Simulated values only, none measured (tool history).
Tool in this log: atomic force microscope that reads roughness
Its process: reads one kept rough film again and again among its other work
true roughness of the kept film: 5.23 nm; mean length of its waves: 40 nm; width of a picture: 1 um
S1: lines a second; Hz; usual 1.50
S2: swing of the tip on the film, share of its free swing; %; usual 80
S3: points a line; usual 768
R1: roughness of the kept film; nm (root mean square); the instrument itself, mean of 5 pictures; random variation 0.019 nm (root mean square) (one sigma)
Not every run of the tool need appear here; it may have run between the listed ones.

run	hour	S1	S2	S3	R1
1	0.0	1.50	80	768	4.253
2	16.8	1.50	80	768	4.228
3	30.4	1.50	80	768	4.227
4	37.7	1.50	80	768	4.213
5	45.9	3.06	80	768	3.991
6	59.7	3.06	80	768	4.011
7	74.4	3.06	80	768	3.989
8	88.2	1.50	66	768	4.218
# hour 101.2: new tip fitted
9	101.2	1.50	60	768	4.707
10	116.8	2.56	70	875	4.539
11	130.4	2.56	70	875	4.520
12	138.9	2.56	70	875	4.534
# hour 141.3: height scale calibrated on a step standard
13	153.6	0.79	57	768	4.660
14	170.2	0.79	57	768	4.626
# hour 177.3: height scale calibrated on a step standard, once more
15	185.0	0.76	86	381	4.529
16	197.4	1.80	86	897	4.346
17	208.2	1.50	69	768	4.496

Pick out some run-to-run changes in R1. Of each, how much would a tool without hidden state show as well, from the settings, what came in and chance, and how much is left for the hidden state and any gauge scatter not in both results compared?
Hidden conditions of the tool in this case: radius of the tip, nm; height scale over the true one, %; drift of the gauge itself on roughness_nm, %.
Run 8 -> 9: S2 66 -> 60, new tip fitted. R1 +0.489 nm (root mean square): hidden state +0.451, all else +0.038.

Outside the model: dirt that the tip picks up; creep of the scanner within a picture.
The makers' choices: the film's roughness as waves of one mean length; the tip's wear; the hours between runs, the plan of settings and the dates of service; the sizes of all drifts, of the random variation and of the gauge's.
